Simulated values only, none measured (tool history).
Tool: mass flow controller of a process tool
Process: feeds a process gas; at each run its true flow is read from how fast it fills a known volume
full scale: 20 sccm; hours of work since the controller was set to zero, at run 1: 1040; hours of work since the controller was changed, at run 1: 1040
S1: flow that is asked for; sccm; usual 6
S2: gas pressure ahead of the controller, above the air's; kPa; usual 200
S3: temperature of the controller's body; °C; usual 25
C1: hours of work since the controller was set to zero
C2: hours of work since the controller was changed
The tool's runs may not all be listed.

Run 1, hour 0.0: usual settings; C1 1040; C2 1040. Result: true flow (%) 97.72.
Run 2, hour 104.9: usual settings but S3 23 °C; C1 1103; C2 1103. Result: true flow (%) 97.39.
Run 3, hour 230.1: usual settings but S3 23 °C; C1 1178; C2 1178. Result: true flow (%) 97.47.
Run 4, hour 313.3: usual settings but S3 23 °C; C1 1227; C2 1227. Result: true flow (%) 97.42.
Run 5, hour 392.8: usual settings; C1 1275; C2 1275. Result: true flow (%) 97.62.
Run 6, hour 484.0: usual settings; C1 1329; C2 1329. Result: true flow (%) 97.54.
Run 7, hour 542.9: usual settings; C1 1365; C2 1365. Result: true flow (%) 97.61.
Run 8, hour 604.8: usual settings; C1 1402; C2 1402. Result: true flow (%) 97.51.
Run 9, hour 690.2: usual settings; C1 1453; C2 1453. Result: true flow (%) 97.48.
Run 10, hour 788.9: usual settings; C1 1512; C2 1512. Result: true flow (%) 97.46.
Run 11, hour 902.9: usual settings but S2 247 kPa; C1 1580; C2 1580. Result: true flow (%) 97.27.
Run 12, hour 1028.8: usual settings but S2 247 kPa, S3 24 °C; C1 1655; C2 1655. Result: true flow (%) 97.30.
Run 13, hour 1083.1: usual settings but S2 186 kPa; C1 1687; C2 1687. Result: true flow (%) 97.47.
Run 14, hour 1162.2: usual settings but S2 186 kPa; C1 1735; C2 1735. Result: true flow (%) 97.45.
Run 15, hour 1220.3: usual settings but S2 186 kPa; C1 1769; C2 1769. Result: true flow (%) 97.55.
Run 16, hour 1351.3: usual settings but S2 186 kPa; C1 1847; C2 1847. Result: true flow (%) 97.41.
Run 17, hour 1456.7: usual settings but S2 249 kPa; C1 1910; C2 1910. Result: true flow (%) 97.09.
Run 18, hour 1527.5: usual settings but S2 249 kPa; C1 1953; C2 1953. Result: true flow (%) 97.08.
Run 19, hour 1652.2: usual settings but S2 249 kPa; C1 2027; C2 2027. Result: true flow (%) 97.19.
Run 20, hour 1721.2: usual settings; C1 2068; C2 2068. Result: true flow (%) 97.18.
Run 21, hour 1793.7: usual settings; C1 2112; C2 2112. Result: true flow (%) 97.27.
Run 22, hour 1898.6: usual settings but S2 142 kPa; C1 2174; C2 2174. Result: true flow (%) 97.47.
Run 23, hour 1976.5: usual settings but S3 33 °C; C1 2221; C2 2221. Result: true flow (%) 97.96.
Run 24, hour 2085.1: usual settings; C1 2286; C2 2286. Result: true flow (%) 96.99.
Run 25, hour 2190.0: usual settings but S1 12 sccm, S2 230 kPa, S3 21 °C; C1 2348; C2 2348. Result: true flow (%) 97.65.
Run 26, hour 2251.1: usual settings but S3 32 °C; C1 2385; C2 2385. Result: true flow (%) 97.64.
Run 27, hour 2315.9: usual settings but S1 5 sccm, S2 191 kPa, S3 35 °C; C1 2424; C2 2424. Result: true flow (%) 97.68.
Run 28, hour 2399.7: usual settings but S1 5 sccm, S2 191 kPa, S3 35 °C; C1 2474; C2 2474. Result: true flow (%) 97.73.
Run 29, hour 2514.9: usual settings but S1 5 sccm, S2 191 kPa, S3 35 °C; C1 2542; C2 2542. Result: true flow (%) 97.72.
Run 30, hour 2568.7: usual settings but S2 176 kPa, S3 21 °C; C1 2575; C2 2575. Result: true flow (%) 96.62.
Run 31, hour 2652.6: usual settings but S2 143 kPa; C1 2625; C2 2625. Result: true flow (%) 97.26.
Run 32, hour 2724.1: usual settings but S1 7 sccm, S2 187 kPa, S3 22 °C; C1 2667; C2 2667. Result: true flow (%) 96.79.
Run 33, hour 2853.4: usual settings but S1 5 sccm; C1 2745; C2 2745. Result: true flow (%) 96.66.
Run 34, hour 2947.0: usual settings but S2 227 kPa, S3 26 °C; C1 2800; C2 2800. Result: true flow (%) 96.93.
Run 35, hour 3065.0: usual settings but S1 2 sccm, S2 141 kPa, S3 29 °C; C1 2871; C2 2871. Result: true flow (%) 94.78.
Run 36, hour 3163.7: usual settings but S1 2 sccm, S2 141 kPa, S3 29 °C; C1 2930; C2 2930. Result: true flow (%) 94.64.
Run 37, hour 3253.3: usual settings but S1 2 sccm, S2 141 kPa, S3 29 °C; C1 2983; C2 2983. Result: true flow (%) 94.67.
Run 38, hour 3312.4: usual settings but S1 7 sccm; C1 3019; C2 3019. Result: true flow (%) 97.12.
Run 39, hour 3383.0: usual settings but S1 3 sccm, S2 275 kPa, S3 37 °C; C1 3061; C2 3061. Result: true flow (%) 96.08.
Run 40, hour 3449.6: usual settings but S3 21 °C; C1 3101; C2 3101. Result: true flow (%) 96.23.
Run 41, hour 3577.6: usual settings but S2 155 kPa, S3 23 °C; C1 3177; C2 3177. Result: true flow (%) 96.61.
Run 42, hour 3654.6: usual settings but S2 155 kPa, S3 23 °C; C1 3223; C2 3223. Result: true flow (%) 96.72.
Run 43, hour 3724.1: usual settings but S2 155 kPa, S3 23 °C; C1 3265; C2 3265. Result: true flow (%) 96.74.
Run 44, hour 3811.1: usual settings but S2 256 kPa, S3 21 °C; C1 3317; C2 3317. Result: true flow (%) 95.97.
Run 45, hour 3937.6: usual settings but S2 256 kPa, S3 21 °C; C1 3392; C2 3392. Result: true flow (%) 95.92.
Run 46, hour 4018.7: usual settings but S1 11 sccm, S2 269 kPa, S3 37 °C; C1 3441; C2 3441. Result: true flow (%) 98.42.
Run 47, hour 4119.2: usual settings but S1 11 sccm, S2 269 kPa, S3 37 °C; C1 3501; C2 3501. Result: true flow (%) 98.34.
Run 48, hour 4192.6: usual settings but S1 11 sccm, S2 269 kPa, S3 37 °C; C1 3545; C2 3545. Result: true flow (%) 98.37.

4 ways to go on from here, each from the tool as it stands after run 48. What would each give?
Run A, hour 4248.3: usual settings but S1 11 sccm; C1 3578; C2 3578. Result: true flow (%) ?.
Run B, hour 4248.3: usual settings but S3 22 °C; C1 3578; C2 3578. Result: true flow (%) ?.
Run C, hour 4248.3: usual settings but S1 2 sccm, S2 241 kPa, S3 37 °C; C1 3578; C2 3578. Result: true flow (%) ?.
Run D, hour 4248.3: usual settings but S1 8 sccm, S2 242 kPa, S3 23 °C; C1 3578; C2 3578. Result: true flow (%) ?.

run  true flow (%)
  A          97.60
  B          96.20
  C          94.18
  D          96.57
Without the tool's hidden state the same runs would have given:
run  true flow (%)
  A          99.25
  B          98.49
  C          99.30
  D          98.50

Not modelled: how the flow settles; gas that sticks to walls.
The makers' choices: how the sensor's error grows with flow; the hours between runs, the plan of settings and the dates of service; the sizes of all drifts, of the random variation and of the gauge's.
